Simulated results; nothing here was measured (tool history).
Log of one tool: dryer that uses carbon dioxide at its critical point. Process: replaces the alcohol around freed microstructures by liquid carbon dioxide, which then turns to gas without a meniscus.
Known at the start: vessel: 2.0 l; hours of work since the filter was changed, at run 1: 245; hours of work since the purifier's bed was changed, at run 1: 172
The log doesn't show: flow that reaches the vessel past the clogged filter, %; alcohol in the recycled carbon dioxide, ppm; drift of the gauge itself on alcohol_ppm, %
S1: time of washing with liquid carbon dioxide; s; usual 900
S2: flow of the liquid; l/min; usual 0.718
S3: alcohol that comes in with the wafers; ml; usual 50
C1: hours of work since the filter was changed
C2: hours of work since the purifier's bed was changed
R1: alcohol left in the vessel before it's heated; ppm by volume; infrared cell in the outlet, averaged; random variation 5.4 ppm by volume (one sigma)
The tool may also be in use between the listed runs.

run,hour,S1,S2,S3,C1,C2,R1
1,0.0,900,0.718,50,245,172,206
2,19.9,900,0.718,50,254,181,203
3,41.1,900,0.718,50,264,191,214
4,57.4,840,0.718,50,271,199,280
5,72.7,840,0.718,50,278,206,283
6,94.3,900,0.567,50,288,216,535
7,116.2,900,0.737,50,298,226,209
8,143.2,900,0.737,50,311,238,203
9,162.6,1260,0.517,77,320,247,301
# hour 176.4: inlet filter changed
10,180.8,1140,0.492,83,2,255,473
11,205.2,900,0.490,50,13,267,733
12,216.5,900,0.490,50,19,272,749
13,239.1,1380,0.590,50,29,282,95
14,251.6,900,0.596,52,35,288,390

5 ways to go on from here, each from the tool as it stands after run 14. What would each give?
A,267.1,900,0.718,92,42,295,?
B,267.1,900,0.791,52,42,295,?
C,267.1,720,0.962,52,42,295,?
D,267.1,900,0.479,108,42,295,?
E,267.1,1320,0.596,103,42,295,?

run,R1
A,302
B,140
C,149
D,1718
E,148
Without the tool's hidden state the same runs would have given:
run,R1
A,231
B,75
C,84
D,1610
E,83
